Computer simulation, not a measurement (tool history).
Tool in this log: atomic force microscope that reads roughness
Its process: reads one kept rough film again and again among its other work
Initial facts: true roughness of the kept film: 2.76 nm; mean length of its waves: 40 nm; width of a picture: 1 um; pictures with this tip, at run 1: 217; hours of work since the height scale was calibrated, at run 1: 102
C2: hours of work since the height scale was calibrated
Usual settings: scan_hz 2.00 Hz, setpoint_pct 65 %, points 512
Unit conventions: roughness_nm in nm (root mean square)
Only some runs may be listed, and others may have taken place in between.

run 1 hour=0.0 | scan_hz=2.00 setpoint_pct=65 points=512 | pictures_with_this_tip=217 C2=102 | roughness_nm=2.393
run 2 hour=21.9 | scan_hz=2.00 setpoint_pct=65 points=512 | pictures_with_this_tip=261 C2=118 | roughness_nm=2.383
run 3 hour=34.7 | scan_hz=2.00 setpoint_pct=88 points=512 | pictures_with_this_tip=287 C2=128 | roughness_nm=2.080
run 4 hour=63.3 | scan_hz=2.00 setpoint_pct=88 points=512 | pictures_with_this_tip=345 C2=149 | roughness_nm=2.046
-- hour=74.0 new tip fitted
run 5 hour=92.6 | scan_hz=2.12 setpoint_pct=65 points=512 | pictures_with_this_tip=37 C2=170 | roughness_nm=2.493
run 6 hour=105.2 | scan_hz=2.00 setpoint_pct=65 points=512 | pictures_with_this_tip=63 C2=179 | roughness_nm=2.468
run 7 hour=133.5 | scan_hz=2.00 setpoint_pct=65 points=512 | pictures_with_this_tip=120 C2=200 | roughness_nm=2.438
run 8 hour=162.6 | scan_hz=2.00 setpoint_pct=65 points=512 | pictures_with_this_tip=179 C2=221 | roughness_nm=2.386
run 9 hour=175.9 | scan_hz=2.00 setpoint_pct=65 points=318 | pictures_with_this_tip=206 C2=231 | roughness_nm=2.384
run 10 hour=192.9 | scan_hz=2.00 setpoint_pct=65 points=318 | pictures_with_this_tip=241 C2=244 | roughness_nm=2.341
run 11 hour=221.3 | scan_hz=2.00 setpoint_pct=65 points=731 | pictures_with_this_tip=298 C2=264 | roughness_nm=2.340
run 12 hour=237.6 | scan_hz=2.00 setpoint_pct=65 points=731 | pictures_with_this_tip=331 C2=276 | roughness_nm=2.320
-- hour=254.1 new tip fitted
run 13 hour=264.6 | scan_hz=2.00 setpoint_pct=65 points=283 | pictures_with_this_tip=21 C2=296 | roughness_nm=2.471
run 14 hour=293.9 | scan_hz=2.00 setpoint_pct=65 points=283 | pictures_with_this_tip=80 C2=317 | roughness_nm=2.436
run 15 hour=318.9 | scan_hz=2.00 setpoint_pct=65 points=283 | pictures_with_this_tip=131 C2=336 | roughness_nm=2.418
run 16 hour=337.8 | scan_hz=2.00 setpoint_pct=65 points=283 | pictures_with_this_tip=169 C2=350 | roughness_nm=2.375
run 17 hour=350.0 | scan_hz=2.00 setpoint_pct=65 points=283 | pictures_with_this_tip=194 C2=359 | roughness_nm=2.370
run 18 hour=366.1 | scan_hz=2.00 setpoint_pct=65 points=512 | pictures_with_this_tip=227 C2=370 | roughness_nm=2.379
run 19 hour=389.9 | scan_hz=2.00 setpoint_pct=65 points=433 | pictures_with_this_tip=275 C2=388 | roughness_nm=2.344

Predict the results of run 20:
run 20 hour=415.1 | scan_hz=2.00 setpoint_pct=78 points=433 | pictures_with_this_tip=326 C2=406 | roughness_nm=?

Run 20 yielded roughness_nm 2.168 nm (root mean square).
If the tool had no hidden condition, the same run with the same run-to-run variation would have returned roughness_nm 2.348 nm (root mean square).
